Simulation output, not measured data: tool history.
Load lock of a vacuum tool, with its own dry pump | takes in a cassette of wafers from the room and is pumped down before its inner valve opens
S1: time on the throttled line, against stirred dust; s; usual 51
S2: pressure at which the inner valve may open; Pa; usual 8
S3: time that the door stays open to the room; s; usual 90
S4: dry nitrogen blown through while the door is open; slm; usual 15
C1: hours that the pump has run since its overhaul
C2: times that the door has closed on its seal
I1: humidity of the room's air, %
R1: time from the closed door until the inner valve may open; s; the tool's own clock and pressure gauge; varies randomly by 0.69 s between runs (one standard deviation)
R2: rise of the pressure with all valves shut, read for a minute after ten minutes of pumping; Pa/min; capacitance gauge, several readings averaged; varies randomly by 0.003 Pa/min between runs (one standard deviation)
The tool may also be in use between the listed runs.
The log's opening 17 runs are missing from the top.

run    hour  S1  S2   S3  S4     C1     C2    I1     R1     R2
 18    3534  51   8   90  15  19866  15694  43.5  116.6  0.068
 19  3754.8  83   8   25   8  20086  16003  44.5  143.8  0.046
 20  3966.5  28   8  228   9  20298  16298  45.1   99.7  0.103
 21  4154.1  27  15  227   7  20486  16561  45.3   93.6  0.103
 22  4434.8  27   7  228   7  20766  16953  44.6  100.2  0.108
 23  4641.1  27   7  228   7  20973  17241  46.8   99.5  0.109
     4857.8  -- dry pump taken out, an overhauled one fitted
 24  4866.1  97   8   37  15      8  17547    45    142  0.054
 25  5149.8  97   8   37  15    292  17943  47.2  141.8  0.061
 26  5356.4  73   8   90  27    499  18232  45.4  122.7  0.064
 27  5502.1  26   8   45  15    644  18436  44.7   83.7   0.06
 28  5724.7  51   8   37  19    867  18747    47  104.5  0.062
 29  5867.6  71   8   88  11   1010  18946  44.5  121.1  0.073
 30    6076  71   8   44  36   1218  19238  43.9  121.1  0.051
 31  6304.6  71   8   44  36   1447  19557    45  121.9  0.055
 32  6447.8  71   8  228  36   1590  19757  43.8  121.9   0.08
 33  6748.4  71   8  228  36   1891  20177  44.8  121.7  0.076
 34  6893.7  51  11   90  15   2036  20380  47.7    102  0.076
 35  7056.7  35   8   90   8   2199  20608  43.8   92.1  0.081
 36  7284.4  35   8   90   8   2427  20926    41   91.1  0.081

Here are 5 independent what-if runs from the current tool condition. What would each one return?
  A  7472.8  35  14  133  12  2615  21189  41.8   ?   ?
  B  7472.8  35   7  151   5  2615  21189    44   ?   ?
  C  7472.8  33   8   90  15  2615  21189  43.2   ?   ?
  D  7472.8  35   6   90   8  2615  21189  44.4   ?   ?
  E  7472.8  27   9   62   8  2615  21189  46.3   ?   ?

run    R1     R2
  A  88.5  0.078
  B  92.5  0.101
  C  91.1  0.078
  D  93.8  0.081
  E  84.7  0.075
Without the tool's unlogged condition, the same runs would have read:
run    R1     R2
  A  87.1  0.048
  B  91.1  0.071
  C  89.8  0.048
  D  92.5  0.051
  E  83.4  0.045
